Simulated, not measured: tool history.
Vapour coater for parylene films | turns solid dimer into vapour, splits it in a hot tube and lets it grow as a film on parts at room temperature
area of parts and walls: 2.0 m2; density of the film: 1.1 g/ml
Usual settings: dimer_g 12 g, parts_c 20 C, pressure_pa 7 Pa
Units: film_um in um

Run 1, hour 0: usual settings. Result: film_um 2.48 um.
Run 2, hour 31.1: usual settings. Result: film_um 2.48 um.
Run 3, hour 67: usual settings. Result: film_um 2.47 um.
Run 4, hour 96.9: usual settings. Result: film_um 2.45 um.
At hour 136: trap's valve overhauled.
Run 5, hour 136: usual settings. Result: film_um 2.49 um.
Run 6, hour 162.3: usual settings. Result: film_um 2.5 um.
Run 7, hour 180.2: usual settings. Result: film_um 2.49 um.
Run 8, hour 198.8: usual settings but pressure_pa 5.29 Pa. Result: film_um 2.65 um.
Run 9, hour 220.3: usual settings but pressure_pa 5.29 Pa. Result: film_um 2.64 um.
Run 10, hour 242.3: usual settings but pressure_pa 5.29 Pa. Result: film_um 2.64 um.

Forecast run 11:
Run 11, hour 270.4: usual settings but pressure_pa 5.29 Pa. Result: film_um ?.

film_um: 2.65 um
Without the tool's hidden state the same run would have given film_um 2.62 um.
